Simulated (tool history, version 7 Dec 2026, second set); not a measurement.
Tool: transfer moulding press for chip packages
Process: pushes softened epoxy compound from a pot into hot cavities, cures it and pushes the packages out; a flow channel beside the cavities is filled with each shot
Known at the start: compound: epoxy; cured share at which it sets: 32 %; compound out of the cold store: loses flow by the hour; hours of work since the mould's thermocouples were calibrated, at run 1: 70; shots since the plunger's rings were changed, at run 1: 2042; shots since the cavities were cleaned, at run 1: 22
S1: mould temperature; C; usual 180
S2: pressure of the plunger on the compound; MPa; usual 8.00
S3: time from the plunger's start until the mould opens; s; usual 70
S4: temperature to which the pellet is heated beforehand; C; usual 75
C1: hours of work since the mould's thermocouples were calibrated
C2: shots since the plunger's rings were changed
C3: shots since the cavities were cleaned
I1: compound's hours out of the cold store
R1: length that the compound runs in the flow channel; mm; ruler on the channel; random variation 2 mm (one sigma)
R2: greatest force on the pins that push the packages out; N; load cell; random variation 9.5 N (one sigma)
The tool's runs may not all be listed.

run   hour   S1    S2  S3  S4   C1    C2   C3    I1   R1    R2
  1    0.0  180  8.00  70  75   70  2042   22  30.9  743   498
  2    7.2  181  8.00  70  75   75  2173  153  37.6  721   576
  3   13.5  180  8.00  58  75   80  2287  267  27.3  759  1190
  4   24.3  180  8.00  58  75   88  2484  464  20.8  781  1417
  5   34.8  180  8.00  58  75   95  2674  654  43.7  685  1308
      43.9  -- cavities cleaned with cleaning compound and waxed
      48.1  -- plunger's sealing rings changed
  6   52.1  180  8.00  70  75  105    72  103  16.6  838   613
  7   62.1  180  8.72  70  75  113   254  285  24.0  839   739
  8   74.4  180  8.72  70  75  122   478  509  20.7  846   874
  9   85.7  180  9.18  70  75  130   684  715  11.2  917   976
      91.5  -- cavities cleaned with cleaning compound and waxed
 10   98.4  180  9.18  70  75  138   886  126  44.2  759   567
 11  107.3  180  9.18  70  75  145  1048  288  22.1  851   757
 12  114.7  180  9.18  70  75  150  1182  422   8.3  925   884
 13  121.4  180  9.18  70  75  155  1305  545  43.4  757   817
 14  132.9  180  9.81  96  75  164  1514  754  37.4  804   505
     136.3  -- cavities cleaned with cleaning compound and waxed
 15  147.8  180  9.81  96  75  174  1757  209  30.2  835   398
 16  155.5  180  9.81  96  75  179  1896  348  19.3  884   440
 17  161.4  187  7.08  96  75  184  2005  457  24.0  723   434
 18  170.7  173  6.44  63  75  191  2172  624  44.2  633  1552
     180.5  -- cavities cleaned with cleaning compound and waxed
 19  181.2  173  6.44  63  75  197  2336   12  27.2  689   965
 20  188.0  173  6.44  63  75  202  2461  137  11.0  751  1379
 21  194.8  180  8.00  70  71  207  2583  259  45.5  683   696
 22  207.5  180  8.00  70  71  217  2814  490  16.6  796   862
     211.2  -- plunger's sealing rings changed
 23  221.3  180  8.00  98  73  225   183  695  10.2  867   504
     228.4  -- cavities cleaned with cleaning compound and waxed
 24  229.7  180  8.00  98  73  230   309   24  13.2  856   296
 25  238.4  175  9.16  97  83  237   467  182  35.4  810   426
 26  246.5  175  9.16  97  83  243   614  329  17.2  896   486

4 ways to go on from here, each from the tool as it stands after run 26. What would each give?
  A  252.1  186  7.94  97  83  247  715  430   9.0   ?   ?
  B  252.1  178  9.16  68  78  247  715  430  29.1   ?   ?
  C  252.1  180  8.00  51  77  247  715  430  30.7   ?   ?
  D  252.1  173  7.99  97  72  247  715  430  32.7   ?   ?

run   R1    R2
  A  849   429
  B  833  1005
  C  763  1806
  D  769   562
Without the tool's hidden state the same runs would have given:
run   R1    R2
  A  860   246
  B  843   562
  C  773  1029
  D  779   318

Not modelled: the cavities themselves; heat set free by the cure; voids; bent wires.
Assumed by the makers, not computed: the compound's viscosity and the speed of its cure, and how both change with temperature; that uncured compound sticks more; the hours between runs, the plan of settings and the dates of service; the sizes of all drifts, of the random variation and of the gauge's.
